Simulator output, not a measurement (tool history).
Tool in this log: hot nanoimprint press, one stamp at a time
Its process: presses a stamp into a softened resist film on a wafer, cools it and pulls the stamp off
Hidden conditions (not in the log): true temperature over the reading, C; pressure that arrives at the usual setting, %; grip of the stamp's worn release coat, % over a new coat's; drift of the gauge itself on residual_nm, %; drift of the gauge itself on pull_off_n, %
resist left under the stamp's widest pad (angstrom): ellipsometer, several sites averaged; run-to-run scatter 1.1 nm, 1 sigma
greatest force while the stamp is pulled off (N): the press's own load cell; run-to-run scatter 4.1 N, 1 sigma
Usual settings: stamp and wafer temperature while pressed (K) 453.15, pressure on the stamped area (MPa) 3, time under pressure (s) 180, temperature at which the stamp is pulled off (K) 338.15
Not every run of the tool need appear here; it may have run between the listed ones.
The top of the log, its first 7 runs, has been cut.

run   hour  stamp and wafer temperature while pressed (K)  pressure on the stamped area (MPa)  time under pressure (s)  temperature at which the stamp is pulled off (K)  hours of work since the thermocouple was calibrated  imprints on the stamp's release coat  hours of work since the press's seals were changed  resist left under the stamp's widest pad (angstrom)  greatest force while the stamp is pulled off (N)
  8  158.8                                         453.15                                   3                      180                                            327.15                                                  178                                   852                                                 208                                                 2990                                               244
  9  183.5                                         453.15                                   3                      180                                            327.15                                                  189                                   928                                                 218                                                 3005                                               247
 10  210.5                                         443.15                                   3                      180                                            327.15                                                  200                                  1012                                                 230                                                 4239                                               248
 11  239.8                                         449.15                                   3                      180                                            338.15                                                  213                                  1103                                                 243                                                 3436                                               203
 12  260.3                                         449.15                                   3                      180                                            325.15                                                  222                                  1166                                                 251                                                 3453                                               255
 13  279.7                                         449.15                                   3                      180                                            325.15                                                  230                                  1226                                                 260                                                 3433                                               254
 14  299.8                                         449.15                                   3                      180                                            325.15                                                  239                                  1289                                                 268                                                 3454                                               263
 15  334.3                                         453.15                                   3                      307                                            338.15                                                  253                                  1395                                                 283                                                 2516                                               202
 16  364.8                                         453.15                                   3                      307                                            338.15                                                  267                                  1490                                                 296                                                 2500                                               201
 17  380.4                                         453.15                                   3                      307                                            338.15                                                  273                                  1538                                                 303                                                 2496                                               206
 18  414.1                                         453.15                                   3                      307                                            338.15                                                  288                                  1643                                                 318                                                 2508                                               203
 19  433.1                                         453.15                                   3                      307                                            338.15                                                  296                                  1701                                                 326                                                 2498                                               203
 20  454.3                                         465.15                                   3                      180                                            345.15                                                  305                                  1767                                                 335                                                 2001                                               176
 21  474.4                                         445.15                                4.44                      193                                            329.15                                                  314                                  1829                                                 344                                                 3141                                               238
 22  509.4                                         445.15                                4.44                       99                                            331.15                                                  329                                  1938                                                 359                                                 3869                                               225
 23  543.5                                         445.15                                 2.5                       99                                            342.15                                                  343                                  2044                                                 373                                                 4995                                               184
 24    569                                         453.15                                   3                      106                                            338.15                                                  354                                  2122                                                 384                                                 3561                                               203
     591.2  -- stamp cleaned and given a new release coat
 25  605.6                                         453.15                                4.02                      352                                            324.15                                                  367                                    44                                                 397                                                 2006                                               260
 26    625                                         453.15                                4.02                      352                                            324.15                                                  376                                   104                                                 406                                                 2006                                               265
     642.5  -- plate thermocouple calibrated
 27  658.8                                         453.15                                4.02                      352                                            325.15                                                    7                                   200                                                 419                                                 2003                                               269
 28  674.3                                         453.15                                 3.4                      180                                            344.15                                                   14                                   248                                                 426                                                 2790                                               173
 29  709.3                                         453.15                                4.06                      262                                            338.15                                                   29                                   356                                                 441                                                 2204                                               198
 30  740.9                                         453.15                                4.06                      262                                            338.15                                                   42                                   454                                                 454                                                 2208                                               199
 31  775.9                                         453.15                                4.06                      262                                            338.15                                                   57                                   562                                                 469                                                 2201                                               206

Branching from run 31: 3 alternative next runs. What would each branch give?
  A  801.3                                         453.15                                1.91                      147                                            335.15                                                   68                                   641                                                 480                                                    ?                                                 ?
  B  801.3                                         453.15                                4.06                       90                                            338.15                                                   68                                   641                                                 480                                                    ?                                                 ?
  C  801.3                                         462.15                                4.57                      262                                            341.15                                                   68                                   641                                                 480                                                    ?                                                 ?

run  resist left under the stamp's widest pad (angstrom)  greatest force while the stamp is pulled off (N)
  A                                                 4058                                               217
  B                                                 3159                                               200
  C                                                 1488                                               190
Without the tool's unlogged condition, the same runs would have read:
run  resist left under the stamp's widest pad (angstrom)  greatest force while the stamp is pulled off (N)
  A                                                 4058                                               216
  B                                                 3158                                               199
  C                                                 1487                                               190

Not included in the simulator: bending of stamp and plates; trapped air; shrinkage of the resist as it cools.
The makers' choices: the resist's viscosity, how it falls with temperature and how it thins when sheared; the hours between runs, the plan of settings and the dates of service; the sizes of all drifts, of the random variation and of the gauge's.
